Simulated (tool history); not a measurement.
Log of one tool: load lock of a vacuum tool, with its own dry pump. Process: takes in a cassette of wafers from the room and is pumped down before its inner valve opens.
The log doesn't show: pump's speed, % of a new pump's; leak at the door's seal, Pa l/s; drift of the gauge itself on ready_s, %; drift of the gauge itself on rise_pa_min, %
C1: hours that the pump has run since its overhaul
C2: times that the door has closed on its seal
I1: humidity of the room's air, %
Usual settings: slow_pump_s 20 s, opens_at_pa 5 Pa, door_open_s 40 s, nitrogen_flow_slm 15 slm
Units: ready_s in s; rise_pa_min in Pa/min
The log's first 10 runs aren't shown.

Run 11, hour 2766.6: usual settings but opens_at_pa 8 Pa; C1 21412; C2 10981; I1 45.1. Result: ready_s 35.9 s, rise_pa_min 0.068 Pa/min.
Run 12, hour 3102.3: usual settings; C1 21748; C2 12463; I1 44.8. Result: ready_s 37 s, rise_pa_min 0.068 Pa/min.
Run 13, hour 3279.9: usual settings but door_open_s 78 s; C1 21925; C2 13247; I1 45.3. Result: ready_s 36.9 s, rise_pa_min 0.079 Pa/min.
At hour 3523.5: dry pump taken out, an overhauled one fitted.
Run 14, hour 3629.6: usual settings but door_open_s 78 s; C1 106; C2 14764; I1 44.7. Result: ready_s 33.3 s, rise_pa_min 0.092 Pa/min.
Run 15, hour 3878: usual settings but slow_pump_s 29 s; C1 354; C2 15861; I1 46.1. Result: ready_s 41 s, rise_pa_min 0.08 Pa/min.
Run 16, hour 4071.1: usual settings; C1 548; C2 16713; I1 44. Result: ready_s 33.2 s, rise_pa_min 0.085 Pa/min.
Run 17, hour 4355.8: usual settings; C1 832; C2 17970; I1 44.3. Result: ready_s 33.3 s, rise_pa_min 0.087 Pa/min.
Run 18, hour 4691.6: usual settings; C1 1168; C2 19452; I1 43.6. Result: ready_s 33.5 s, rise_pa_min 0.091 Pa/min.
Run 19, hour 5048.3: usual settings; C1 1525; C2 21027; I1 45.9. Result: ready_s 33.2 s, rise_pa_min 0.101 Pa/min.
Run 20, hour 5438.4: usual settings but opens_at_pa 9 Pa; C1 1915; C2 22749; I1 46. Result: ready_s 32.2 s, rise_pa_min 0.11 Pa/min.
Run 21, hour 5739.5: usual settings but opens_at_pa 7 Pa; C1 2216; C2 24078; I1 43.2. Result: ready_s 33 s, rise_pa_min 0.107 Pa/min.
Run 22, hour 6017.8: usual settings but opens_at_pa 7 Pa; C1 2494; C2 25306; I1 42.9. Result: ready_s 32.6 s, rise_pa_min 0.122 Pa/min.
Run 23, hour 6233.2: usual settings but opens_at_pa 7 Pa; C1 2710; C2 26257; I1 46.3. Result: ready_s 32.7 s, rise_pa_min 0.122 Pa/min.
Run 24, hour 6402.1: usual settings but opens_at_pa 7 Pa; C1 2879; C2 27003; I1 45.5. Result: ready_s 33.2 s, rise_pa_min 0.126 Pa/min.
Run 25, hour 6738.9: usual settings but nitrogen_flow_slm 8 slm; C1 3215; C2 28490; I1 46.9. Result: ready_s 33.6 s, rise_pa_min 0.147 Pa/min.
Run 26, hour 6906.3: usual settings but slow_pump_s 16 s, opens_at_pa 6 Pa, door_open_s 56 s, nitrogen_flow_slm 25 slm; C1 3383; C2 29229; I1 46. Result: ready_s 30.2 s, rise_pa_min 0.137 Pa/min.
Run 27, hour 7282: usual settings but door_open_s 49 s, nitrogen_flow_slm 39 slm; C1 3758; C2 30887; I1 43.5. Result: ready_s 33.7 s, rise_pa_min 0.135 Pa/min.
Run 28, hour 7509.5: usual settings but door_open_s 49 s, nitrogen_flow_slm 39 slm; C1 3986; C2 31892; I1 47.2. Result: ready_s 33.8 s, rise_pa_min 0.145 Pa/min.
Run 29, hour 7803: usual settings but opens_at_pa 9 Pa, nitrogen_flow_slm 13 slm; C1 4279; C2 33187; I1 44.1. Result: ready_s 32.8 s, rise_pa_min 0.163 Pa/min.
Run 30, hour 8047.2: usual settings but opens_at_pa 9 Pa, nitrogen_flow_slm 13 slm; C1 4524; C2 34265; I1 43. Result: ready_s 32.8 s, rise_pa_min 0.169 Pa/min.

Forecast run 31:
Run 31, hour 8227.4: usual settings but opens_at_pa 9 Pa, nitrogen_flow_slm 13 slm; C1 4704; C2 35061; I1 46.2. Result: ready_s ?, rise_pa_min ?.

Run 31 gave ready_s 32.6 s, rise_pa_min 0.169 Pa/min.
Without the tool's hidden state the same run would have given ready_s 32.1 s, rise_pa_min 0.04 Pa/min.
